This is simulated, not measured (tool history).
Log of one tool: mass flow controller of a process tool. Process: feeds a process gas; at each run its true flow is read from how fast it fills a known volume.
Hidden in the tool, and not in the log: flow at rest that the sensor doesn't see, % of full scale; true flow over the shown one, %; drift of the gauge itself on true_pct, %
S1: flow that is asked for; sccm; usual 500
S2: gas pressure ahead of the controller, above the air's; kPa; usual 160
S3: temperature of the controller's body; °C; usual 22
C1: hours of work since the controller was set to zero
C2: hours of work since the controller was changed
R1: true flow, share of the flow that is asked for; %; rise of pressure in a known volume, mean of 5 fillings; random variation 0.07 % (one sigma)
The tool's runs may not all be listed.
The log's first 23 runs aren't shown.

run      day   S1   S2  S3    C1     C2      R1
 24  398.262  399  220  35  2468   9610   98.64
 25  416.975  399  220  35  2776   9918   98.78
 26  427.858  399  220  35  2955  10097   98.69
 27  449.358  500  160  30  3309  10451   99.06
 28  460.512  500  160  30  3492  10635   99.08
 29  478.846  500  160  21  3794  10937   98.62
 30  496.196  247  173  28  4080  11222   98.28
 31  510.288  176  167  22  4312  11454   97.62
 32  528.042  761  167  35  4604  11746   99.96
 33  544.333  761  167  35  4872  12015  100.11
 34  561.954  761  167  35  5162  12305   99.99

4 ways to go on from here, each from the tool as it stands after run 34. What would each give?
  A  583.871  350  167  38  5523  12665   ?
  B  583.871  500  160  33  5523  12665   ?
  C  583.871  216  162  22  5523  12665   ?
  D  583.871  761  190  35  5523  12665   ?

run     R1
  A  98.93
  B  99.23
  C  97.81
  D  99.94
Without the tool's hidden state the same runs would have given:
run     R1
  A  98.89
  B  99.19
  C  97.77
  D  99.89
